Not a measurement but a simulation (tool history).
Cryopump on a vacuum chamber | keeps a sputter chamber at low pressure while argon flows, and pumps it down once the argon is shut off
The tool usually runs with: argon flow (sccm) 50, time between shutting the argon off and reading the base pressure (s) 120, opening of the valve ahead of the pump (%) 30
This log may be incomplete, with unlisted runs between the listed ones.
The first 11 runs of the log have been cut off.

run     day  argon flow (sccm)  time between shutting the argon off and reading the base pressure (s)  opening of the valve ahead of the pump (%)  pressure while argon flows (Pa)  pressure after the wait (uPa)
 12  22.025                 50                                                                    120                                          30                           0.2482                           2.73
 13  24.021                 50                                                                    120                                          19                           0.3834                           2.73
 14  26.704                 50                                                                     59                                          30                           0.2497                           3.30
     28.062  -- pump warmed up, emptied and cooled again
 15  29.579                 50                                                                     59                                          30                           0.2325                           2.86
 16  32.150                 50                                                                    120                                          30                           0.2353                           2.52
 17  33.842                 50                                                                     71                                          30                           0.2364                           2.89
 18  35.833                 98                                                                     67                                          30                           0.4646                           2.93
 19  37.362                 24                                                                     23                                          22                           0.1534                           4.33
 20  38.950                 24                                                                     23                                          22                           0.1552                           4.49
 21  40.962                 76                                                                    120                                          30                           0.3663                           2.83

Expected results for the next run?
 22  42.404                 57                                                                    120                                          41                                ?                              ?

{"run 22": {"pressure while argon flows (Pa)": 0.2038, "pressure after the wait (uPa)": 2.73}}
With no hidden state in the tool, this same run would have given pressure while argon flows (Pa) 0.1914, pressure after the wait (uPa) 0.62.

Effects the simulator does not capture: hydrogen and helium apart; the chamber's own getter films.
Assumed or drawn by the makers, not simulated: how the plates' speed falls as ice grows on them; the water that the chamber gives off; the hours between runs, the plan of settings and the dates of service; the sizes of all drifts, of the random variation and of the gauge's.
